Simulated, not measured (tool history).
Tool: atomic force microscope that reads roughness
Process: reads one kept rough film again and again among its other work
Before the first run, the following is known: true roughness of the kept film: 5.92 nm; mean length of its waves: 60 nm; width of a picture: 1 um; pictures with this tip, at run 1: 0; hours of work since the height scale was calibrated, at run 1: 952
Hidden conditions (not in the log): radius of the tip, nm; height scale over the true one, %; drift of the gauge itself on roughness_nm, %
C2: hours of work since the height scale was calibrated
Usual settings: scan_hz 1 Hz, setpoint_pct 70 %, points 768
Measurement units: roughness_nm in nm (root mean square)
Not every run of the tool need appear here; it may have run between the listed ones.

run 1 hour=0 | scan_hz=1 setpoint_pct=70 points=768 | pictures_with_this_tip=0 C2=952 | roughness_nm=5.407
run 2 hour=20.1 | scan_hz=1.14 setpoint_pct=70 points=768 | pictures_with_this_tip=45 C2=966 | roughness_nm=5.32
-- hour=45.8 new tip fitted
run 3 hour=53.8 | scan_hz=1.14 setpoint_pct=70 points=768 | pictures_with_this_tip=18 C2=988 | roughness_nm=5.304
run 4 hour=75.8 | scan_hz=1.14 setpoint_pct=70 points=768 | pictures_with_this_tip=66 C2=1002 | roughness_nm=5.326
-- hour=91.3 new tip fitted
run 5 hour=109.5 | scan_hz=1 setpoint_pct=63 points=768 | pictures_with_this_tip=40 C2=1025 | roughness_nm=5.486
run 6 hour=134 | scan_hz=1 setpoint_pct=63 points=768 | pictures_with_this_tip=94 C2=1041 | roughness_nm=5.471
-- hour=136.5 new tip fitted
run 7 hour=153.1 | scan_hz=1 setpoint_pct=84 points=768 | pictures_with_this_tip=37 C2=1053 | roughness_nm=5.111
-- hour=181.5 new tip fitted
run 8 hour=186 | scan_hz=1 setpoint_pct=84 points=768 | pictures_with_this_tip=10 C2=1075 | roughness_nm=5.141
run 9 hour=222.1 | scan_hz=1 setpoint_pct=84 points=768 | pictures_with_this_tip=90 C2=1099 | roughness_nm=5.075
-- hour=227.9 new tip fitted
run 10 hour=251.4 | scan_hz=1 setpoint_pct=84 points=768 | pictures_with_this_tip=51 C2=1118 | roughness_nm=5.086
-- hour=274.2 new tip fitted
run 11 hour=284.2 | scan_hz=2.95 setpoint_pct=70 points=768 | pictures_with_this_tip=22 C2=1139 | roughness_nm=4.94
run 12 hour=313.1 | scan_hz=0.85 setpoint_pct=70 points=768 | pictures_with_this_tip=86 C2=1159 | roughness_nm=5.401
-- hour=321.7 new tip fitted
run 13 hour=329.5 | scan_hz=2.87 setpoint_pct=77 points=910 | pictures_with_this_tip=17 C2=1169 | roughness_nm=4.664
run 14 hour=362.1 | scan_hz=2.87 setpoint_pct=77 points=910 | pictures_with_this_tip=89 C2=1191 | roughness_nm=4.638
-- hour=368.1 new tip fitted
run 15 hour=397.5 | scan_hz=2.46 setpoint_pct=86 points=768 | pictures_with_this_tip=64 C2=1214 | roughness_nm=4.337
-- hour=413.7 new tip fitted
run 16 hour=416.2 | scan_hz=1 setpoint_pct=63 points=768 | pictures_with_this_tip=5 C2=1226 | roughness_nm=5.443
run 17 hour=438.6 | scan_hz=2.53 setpoint_pct=85 points=282 | pictures_with_this_tip=55 C2=1241 | roughness_nm=4.376
-- hour=458.7 new tip fitted
run 18 hour=460.7 | scan_hz=0.54 setpoint_pct=85 points=531 | pictures_with_this_tip=4 C2=1255 | roughness_nm=5.305
run 19 hour=482.1 | scan_hz=0.54 setpoint_pct=85 points=531 | pictures_with_this_tip=51 C2=1270 | roughness_nm=5.261
-- hour=504.8 new tip fitted
run 20 hour=518.5 | scan_hz=2.8 setpoint_pct=58 points=941 | pictures_with_this_tip=30 C2=1294 | roughness_nm=5.286
run 21 hour=543.5 | scan_hz=1 setpoint_pct=70 points=403 | pictures_with_this_tip=85 C2=1310 | roughness_nm=5.36
-- hour=551.3 new tip fitted
run 22 hour=562.2 | scan_hz=3.48 setpoint_pct=76 points=791 | pictures_with_this_tip=24 C2=1322 | roughness_nm=4.514
run 23 hour=585.5 | scan_hz=2.38 setpoint_pct=70 points=551 | pictures_with_this_tip=76 C2=1338 | roughness_nm=5.013

For each entry between runs, how does the tool's hidden state at the last listed run before it compare with that at the first listed run after it?
After run 2, before run 3: new tip fitted (hour 45.8)
  radius of the tip, nm: 7.3 -> 7.1
After run 4, before run 5: new tip fitted (hour 91.3)
  radius of the tip, nm: 7.4 -> 7.2
After run 6, before run 7: new tip fitted (hour 136.5)
  radius of the tip, nm: 7.5 -> 7.2
After run 7, before run 8: new tip fitted (hour 181.5)
  radius of the tip, nm: 7.2 -> 7.1
After run 9, before run 10: new tip fitted (hour 227.9)
  radius of the tip, nm: 7.5 -> 7.3
After run 10, before run 11: new tip fitted (hour 274.2)
  radius of the tip, nm: 7.3 -> 7.1
After run 12, before run 13: new tip fitted (hour 321.7)
  radius of the tip, nm: 7.4 -> 7.1
After run 14, before run 15: new tip fitted (hour 368.1)
  radius of the tip, nm: 7.5 -> 7.3
After run 15, before run 16: new tip fitted (hour 413.7)
  radius of the tip, nm: 7.3 -> 7
After run 17, before run 18: new tip fitted (hour 458.7)
  radius of the tip, nm: 7.3 -> 7.1
After run 19, before run 20: new tip fitted (hour 504.8)
  radius of the tip, nm: 7.3 -> 7.2
After run 21, before run 22: new tip fitted (hour 551.3)
  radius of the tip, nm: 7.5 -> 7.2

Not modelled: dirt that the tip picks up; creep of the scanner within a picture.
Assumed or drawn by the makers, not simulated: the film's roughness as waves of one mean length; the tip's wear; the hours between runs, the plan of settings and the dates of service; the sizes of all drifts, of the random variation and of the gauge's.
